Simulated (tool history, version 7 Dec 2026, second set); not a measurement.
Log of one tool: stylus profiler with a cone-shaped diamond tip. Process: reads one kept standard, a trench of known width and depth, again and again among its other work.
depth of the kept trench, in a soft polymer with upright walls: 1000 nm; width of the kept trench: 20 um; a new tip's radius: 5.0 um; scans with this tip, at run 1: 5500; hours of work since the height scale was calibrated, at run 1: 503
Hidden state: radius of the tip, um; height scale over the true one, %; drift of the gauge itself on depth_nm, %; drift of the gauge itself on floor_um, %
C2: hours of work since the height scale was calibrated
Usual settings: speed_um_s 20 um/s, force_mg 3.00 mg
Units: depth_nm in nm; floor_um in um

{"run": 1, "hour": 0.0, "speed_um_s": 20, "force_mg": 3.0, "scans with this tip": 5500, "C2": 503, "depth_nm": 1014.37, "floor_um": 13.91}
{"run": 2, "hour": 16.8, "speed_um_s": 20, "force_mg": 3.0, "scans with this tip": 5647, "C2": 516, "depth_nm": 1014.53, "floor_um": 13.95}
{"run": 3, "hour": 29.1, "speed_um_s": 20, "force_mg": 3.0, "scans with this tip": 5753, "C2": 526, "depth_nm": 1014.27, "floor_um": 13.93}
{"run": 4, "hour": 36.2, "speed_um_s": 20, "force_mg": 3.0, "scans with this tip": 5815, "C2": 532, "depth_nm": 1014.19, "floor_um": 13.97}
{"run": 5, "hour": 44.2, "speed_um_s": 41, "force_mg": 3.0, "scans with this tip": 5885, "C2": 538, "depth_nm": 1014.12, "floor_um": 13.84}
{"run": 6, "hour": 52.1, "speed_um_s": 41, "force_mg": 1.7, "scans with this tip": 5953, "C2": 544, "depth_nm": 1009.9, "floor_um": 13.81}
{"run": 7, "hour": 63.8, "speed_um_s": 27, "force_mg": 3.0, "scans with this tip": 6055, "C2": 554, "depth_nm": 1014.49, "floor_um": 13.85}
{"run": 8, "hour": 77.0, "speed_um_s": 7, "force_mg": 1.38, "scans with this tip": 6170, "C2": 564, "depth_nm": 1008.44, "floor_um": 13.96}
{"run": 9, "hour": 84.5, "speed_um_s": 61, "force_mg": 3.04, "scans with this tip": 6235, "C2": 570, "depth_nm": 1014.56, "floor_um": 13.74}
{"run": 10, "hour": 96.4, "speed_um_s": 13, "force_mg": 5.66, "scans with this tip": 6338, "C2": 580, "depth_nm": 1021.79, "floor_um": 13.96}
{"run": 11, "hour": 104.5, "speed_um_s": 11, "force_mg": 6.89, "scans with this tip": 6409, "C2": 586, "depth_nm": 1024.69, "floor_um": 13.94}

4 ways to go on from here, each from the tool as it stands after run 11. What would each give?
{"run": "A", "hour": 114.9, "speed_um_s": 9, "force_mg": 1.79, "scans with this tip": 6499, "C2": 594, "depth_nm": "?", "floor_um": "?"}
{"run": "B", "hour": 114.9, "speed_um_s": 12, "force_mg": 6.89, "scans with this tip": 6499, "C2": 594, "depth_nm": "?", "floor_um": "?"}
{"run": "C", "hour": 114.9, "speed_um_s": 11, "force_mg": 7.6, "scans with this tip": 6499, "C2": 594, "depth_nm": "?", "floor_um": "?"}
{"run": "D", "hour": 114.9, "speed_um_s": 16, "force_mg": 4.49, "scans with this tip": 6499, "C2": 594, "depth_nm": "?", "floor_um": "?"}

run=A depth_nm=1010.06 floor_um=13.92
run=B depth_nm=1024.67 floor_um=13.94
run=C depth_nm=1026.48 floor_um=13.98
run=D depth_nm=1018.63 floor_um=13.92
Without the tool's hidden state the same runs would have given:
run=A depth_nm=1010.04 floor_um=13.92
run=B depth_nm=1024.66 floor_um=13.95
run=C depth_nm=1026.47 floor_um=13.99
run=D depth_nm=1018.62 floor_um=13.93

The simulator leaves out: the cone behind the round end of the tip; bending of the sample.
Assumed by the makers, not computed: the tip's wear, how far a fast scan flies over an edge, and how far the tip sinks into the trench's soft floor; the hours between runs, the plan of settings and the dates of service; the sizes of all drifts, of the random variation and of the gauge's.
